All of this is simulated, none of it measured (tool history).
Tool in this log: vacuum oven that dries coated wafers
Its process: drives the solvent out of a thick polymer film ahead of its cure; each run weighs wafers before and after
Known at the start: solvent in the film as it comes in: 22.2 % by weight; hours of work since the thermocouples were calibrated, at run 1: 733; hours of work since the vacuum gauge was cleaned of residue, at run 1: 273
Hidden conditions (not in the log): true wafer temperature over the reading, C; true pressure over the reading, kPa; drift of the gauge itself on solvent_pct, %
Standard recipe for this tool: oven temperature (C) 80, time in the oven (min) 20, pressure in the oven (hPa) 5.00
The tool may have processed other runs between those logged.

run,hour,oven temperature (C),time in the oven (min),pressure in the oven (hPa),hours of work since the thermocouples were calibrated,hours of work since the vacuum gauge was cleaned of residue,solvent left in the film (%)
1,0.0,80,20,5.00,733,273,1.11
2,9.6,80,20,5.00,739,279,1.12
3,27.2,80,20,5.00,750,290,1.09
4,47.2,80,20,5.00,762,302,1.13
5,62.8,80,20,2.58,772,311,0.94
6,77.0,80,20,2.58,780,320,0.96
7,93.9,80,13,5.00,791,330,2.65
8,110.8,80,20,5.00,801,341,1.08
9,125.2,80,20,5.00,810,349,1.08
10,138.7,80,20,5.00,818,358,1.12

Expected results for the next run?
11,147.9,87,20,11.50,824,363,?

solvent left in the film (%): 0.85
Minus the tool's unlogged condition, the same run would have read solvent left in the film (%) 0.85.
